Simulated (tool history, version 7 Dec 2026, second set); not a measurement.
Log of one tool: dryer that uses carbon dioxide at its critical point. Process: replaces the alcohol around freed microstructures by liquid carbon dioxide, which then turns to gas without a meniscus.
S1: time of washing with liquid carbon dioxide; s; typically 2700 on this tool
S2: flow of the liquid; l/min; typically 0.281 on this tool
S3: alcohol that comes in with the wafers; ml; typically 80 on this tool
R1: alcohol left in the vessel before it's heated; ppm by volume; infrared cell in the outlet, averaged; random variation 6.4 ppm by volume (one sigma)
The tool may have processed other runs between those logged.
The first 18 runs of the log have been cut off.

{"run": 19, "hour": 186.0, "S1": 2700, "S2": 0.211, "S3": 59, "R1": 884}
{"run": 20, "hour": 194.7, "S1": 2700, "S2": 0.221, "S3": 54, "R1": 670}
{"run": 21, "hour": 204.5, "S1": 1740, "S2": 0.334, "S3": 31, "R1": 390}
{"run": 22, "hour": 217.2, "S1": 3420, "S2": 0.334, "S3": 31, "R1": 30}
{"run": 23, "hour": 224.5, "S1": 3420, "S2": 0.334, "S3": 31, "R1": 28}
{"run": 24, "hour": 236.4, "S1": 3420, "S2": 0.334, "S3": 31, "R1": 22}
{"run": 25, "hour": 247.3, "S1": 3900, "S2": 0.395, "S3": 39, "R1": 23}
{"run": 26, "hour": 257.9, "S1": 3960, "S2": 0.251, "S3": 21, "R1": 44}
{"run": 27, "hour": 272.3, "S1": 3960, "S2": 0.251, "S3": 21, "R1": 40}
{"run": 28, "hour": 285.0, "S1": 3960, "S2": 0.251, "S3": 21, "R1": 39}
{"run": 29, "hour": 296.9, "S1": 2820, "S2": 0.333, "S3": 88, "R1": 148}
{"run": 30, "hour": 304.1, "S1": 1740, "S2": 0.4, "S3": 48, "R1": 320}
{"run": 31, "hour": 313.9, "S1": 3720, "S2": 0.184, "S3": 22, "R1": 200}
{"run": 32, "hour": 325.8, "S1": 3720, "S2": 0.184, "S3": 22, "R1": 215}
{"run": 33, "hour": 336.6, "S1": 2580, "S2": 0.272, "S3": 54, "R1": 397}
{"run": 34, "hour": 349.0, "S1": 2700, "S2": 0.281, "S3": 40, "R1": 217}
{"run": 35, "hour": 356.5, "S1": 2040, "S2": 0.281, "S3": 37, "R1": 594}
{"run": 36, "hour": 365.8, "S1": 3480, "S2": 0.281, "S3": 33, "R1": 72}

Consider 5 possible next runs. They are alternatives, not a sequence: every one starts from the tool as it was left by run 36. What does each give?
{"run": "A", "hour": 378.6, "S1": 1860, "S2": 0.25, "S3": 31, "R1": "?"}
{"run": "B", "hour": 378.6, "S1": 2700, "S2": 0.281, "S3": 116, "R1": "?"}
{"run": "C", "hour": 378.6, "S1": 3480, "S2": 0.204, "S3": 33, "R1": "?"}
{"run": "D", "hour": 378.6, "S1": 3480, "S2": 0.228, "S3": 33, "R1": "?"}
{"run": "E", "hour": 378.6, "S1": 2700, "S2": 0.206, "S3": 23, "R1": "?"}

run=A R1=983
run=B R1=632
run=C R1=263
run=D R1=163
run=E R1=448
The same runs, with their run-to-run variation unchanged, on a tool lacking any hidden condition would have given:
run=A R1=747
run=B R1=405
run=C R1=170
run=D R1=98
run=E R1=323

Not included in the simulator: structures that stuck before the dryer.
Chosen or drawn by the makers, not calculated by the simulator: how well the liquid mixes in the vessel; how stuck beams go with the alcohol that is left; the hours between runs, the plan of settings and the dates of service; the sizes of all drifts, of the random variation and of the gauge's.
